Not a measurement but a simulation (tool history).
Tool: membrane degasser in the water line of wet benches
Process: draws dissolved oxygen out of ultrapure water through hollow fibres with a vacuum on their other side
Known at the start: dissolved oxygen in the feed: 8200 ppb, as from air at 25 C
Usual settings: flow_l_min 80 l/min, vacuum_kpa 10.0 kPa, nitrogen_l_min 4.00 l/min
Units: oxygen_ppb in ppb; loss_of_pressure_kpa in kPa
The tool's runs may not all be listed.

{"run": 1, "day": 0.0, "flow_l_min": 80, "vacuum_kpa": 10.0, "nitrogen_l_min": 4.0, "oxygen_ppb": 304.4, "loss_of_pressure_kpa": 46.95}
{"run": 2, "day": 9.479, "flow_l_min": 80, "vacuum_kpa": 10.0, "nitrogen_l_min": 4.0, "oxygen_ppb": 308.5, "loss_of_pressure_kpa": 47.15}
{"run": 3, "day": 15.542, "flow_l_min": 57, "vacuum_kpa": 10.0, "nitrogen_l_min": 4.0, "oxygen_ppb": 223.5, "loss_of_pressure_kpa": 33.79}
{"run": 4, "day": 22.108, "flow_l_min": 116, "vacuum_kpa": 10.0, "nitrogen_l_min": 4.0, "oxygen_ppb": 431.8, "loss_of_pressure_kpa": 68.61}
{"run": 5, "day": 34.392, "flow_l_min": 80, "vacuum_kpa": 10.0, "nitrogen_l_min": 4.0, "oxygen_ppb": 304.3, "loss_of_pressure_kpa": 47.22}
{"run": 6, "day": 43.829, "flow_l_min": 80, "vacuum_kpa": 10.0, "nitrogen_l_min": 4.0, "oxygen_ppb": 306.9, "loss_of_pressure_kpa": 47.24}
{"run": 7, "day": 51.35, "flow_l_min": 80, "vacuum_kpa": 10.0, "nitrogen_l_min": 6.03, "oxygen_ppb": 218.8, "loss_of_pressure_kpa": 47.41}
{"run": 8, "day": 57.854, "flow_l_min": 80, "vacuum_kpa": 10.0, "nitrogen_l_min": 6.03, "oxygen_ppb": 217.4, "loss_of_pressure_kpa": 47.49}
{"run": 9, "day": 64.712, "flow_l_min": 80, "vacuum_kpa": 10.0, "nitrogen_l_min": 6.03, "oxygen_ppb": 218.3, "loss_of_pressure_kpa": 47.51}
{"day": 65.617, "done": "vacuum gauge calibrated"}
{"run": 10, "day": 71.992, "flow_l_min": 80, "vacuum_kpa": 10.0, "nitrogen_l_min": 4.0, "oxygen_ppb": 305.6, "loss_of_pressure_kpa": 47.38}
{"run": 11, "day": 77.971, "flow_l_min": 80, "vacuum_kpa": 21.3, "nitrogen_l_min": 4.0, "oxygen_ppb": 752.1, "loss_of_pressure_kpa": 47.87}
{"run": 12, "day": 88.054, "flow_l_min": 80, "vacuum_kpa": 21.3, "nitrogen_l_min": 4.0, "oxygen_ppb": 763.2, "loss_of_pressure_kpa": 47.81}
{"day": 97.325, "done": "vacuum gauge calibrated, once more"}
{"run": 13, "day": 98.683, "flow_l_min": 80, "vacuum_kpa": 10.0, "nitrogen_l_min": 11.28, "oxygen_ppb": 128.3, "loss_of_pressure_kpa": 47.58}
{"run": 14, "day": 107.412, "flow_l_min": 80, "vacuum_kpa": 10.0, "nitrogen_l_min": 11.28, "oxygen_ppb": 129.5, "loss_of_pressure_kpa": 47.88}
{"run": 15, "day": 113.521, "flow_l_min": 80, "vacuum_kpa": 10.0, "nitrogen_l_min": 4.0, "oxygen_ppb": 308.6, "loss_of_pressure_kpa": 48.02}
{"run": 16, "day": 121.2, "flow_l_min": 80, "vacuum_kpa": 10.0, "nitrogen_l_min": 4.0, "oxygen_ppb": 303.2, "loss_of_pressure_kpa": 47.85}
{"run": 17, "day": 127.025, "flow_l_min": 80, "vacuum_kpa": 10.0, "nitrogen_l_min": 4.0, "oxygen_ppb": 305.6, "loss_of_pressure_kpa": 47.91}
{"run": 18, "day": 135.829, "flow_l_min": 98, "vacuum_kpa": 20.2, "nitrogen_l_min": 4.0, "oxygen_ppb": 836.3, "loss_of_pressure_kpa": 59.14}
{"run": 19, "day": 142.883, "flow_l_min": 62, "vacuum_kpa": 20.7, "nitrogen_l_min": 4.0, "oxygen_ppb": 586.3, "loss_of_pressure_kpa": 36.98}
{"run": 20, "day": 154.217, "flow_l_min": 83, "vacuum_kpa": 10.0, "nitrogen_l_min": 4.0, "oxygen_ppb": 316.5, "loss_of_pressure_kpa": 49.93}
{"run": 21, "day": 164.958, "flow_l_min": 93, "vacuum_kpa": 22.0, "nitrogen_l_min": 7.84, "oxygen_ppb": 513.8, "loss_of_pressure_kpa": 56.22}
{"run": 22, "day": 174.133, "flow_l_min": 80, "vacuum_kpa": 11.4, "nitrogen_l_min": 1.82, "oxygen_ppb": 677.9, "loss_of_pressure_kpa": 48.64}
{"run": 23, "day": 182.142, "flow_l_min": 112, "vacuum_kpa": 8.4, "nitrogen_l_min": 9.26, "oxygen_ppb": 181.1, "loss_of_pressure_kpa": 68.4}
{"run": 24, "day": 187.996, "flow_l_min": 80, "vacuum_kpa": 19.8, "nitrogen_l_min": 6.06, "oxygen_ppb": 492.7, "loss_of_pressure_kpa": 48.54}
{"run": 25, "day": 197.988, "flow_l_min": 80, "vacuum_kpa": 19.8, "nitrogen_l_min": 6.06, "oxygen_ppb": 496.7, "loss_of_pressure_kpa": 48.6}
{"run": 26, "day": 207.304, "flow_l_min": 80, "vacuum_kpa": 19.8, "nitrogen_l_min": 6.06, "oxygen_ppb": 500.9, "loss_of_pressure_kpa": 48.78}
{"run": 27, "day": 219.696, "flow_l_min": 100, "vacuum_kpa": 23.4, "nitrogen_l_min": 2.87, "oxygen_ppb": 1287.7, "loss_of_pressure_kpa": 61.08}
{"run": 28, "day": 225.338, "flow_l_min": 100, "vacuum_kpa": 23.4, "nitrogen_l_min": 2.87, "oxygen_ppb": 1289.0, "loss_of_pressure_kpa": 61.16}
{"run": 29, "day": 236.792, "flow_l_min": 125, "vacuum_kpa": 6.7, "nitrogen_l_min": 9.52, "oxygen_ppb": 153.0, "loss_of_pressure_kpa": 77.07}
{"run": 30, "day": 243.388, "flow_l_min": 125, "vacuum_kpa": 6.7, "nitrogen_l_min": 9.52, "oxygen_ppb": 154.6, "loss_of_pressure_kpa": 76.63}
{"day": 250.121, "done": "seals of the vacuum lines changed"}
{"run": 31, "day": 250.879, "flow_l_min": 100, "vacuum_kpa": 17.6, "nitrogen_l_min": 4.76, "oxygen_ppb": 649.1, "loss_of_pressure_kpa": 61.63}

Forecast each of these 4 alternatives for the next run:
{"run": "A", "day": 258.812, "flow_l_min": 95, "vacuum_kpa": 22.1, "nitrogen_l_min": 4.0, "oxygen_ppb": "?", "loss_of_pressure_kpa": "?"}
{"run": "B", "day": 258.812, "flow_l_min": 61, "vacuum_kpa": 17.6, "nitrogen_l_min": 9.98, "oxygen_ppb": "?", "loss_of_pressure_kpa": "?"}
{"run": "C", "day": 258.812, "flow_l_min": 123, "vacuum_kpa": 7.2, "nitrogen_l_min": 4.0, "oxygen_ppb": "?", "loss_of_pressure_kpa": "?"}
{"run": "D", "day": 258.812, "flow_l_min": 83, "vacuum_kpa": 14.7, "nitrogen_l_min": 3.48, "oxygen_ppb": "?", "loss_of_pressure_kpa": "?"}

run=A oxygen_ppb=912.0 loss_of_pressure_kpa=58.19
run=B oxygen_ppb=214.9 loss_of_pressure_kpa=37.14
run=C oxygen_ppb=299.2 loss_of_pressure_kpa=75.33
run=D oxygen_ppb=581.1 loss_of_pressure_kpa=51.40
Without the tool's hidden state the same runs would have given:
run=A oxygen_ppb=901.2 loss_of_pressure_kpa=52.46
run=B oxygen_ppb=210.7 loss_of_pressure_kpa=33.47
run=C oxygen_ppb=278.4 loss_of_pressure_kpa=67.92
run=D oxygen_ppb=572.4 loss_of_pressure_kpa=46.35

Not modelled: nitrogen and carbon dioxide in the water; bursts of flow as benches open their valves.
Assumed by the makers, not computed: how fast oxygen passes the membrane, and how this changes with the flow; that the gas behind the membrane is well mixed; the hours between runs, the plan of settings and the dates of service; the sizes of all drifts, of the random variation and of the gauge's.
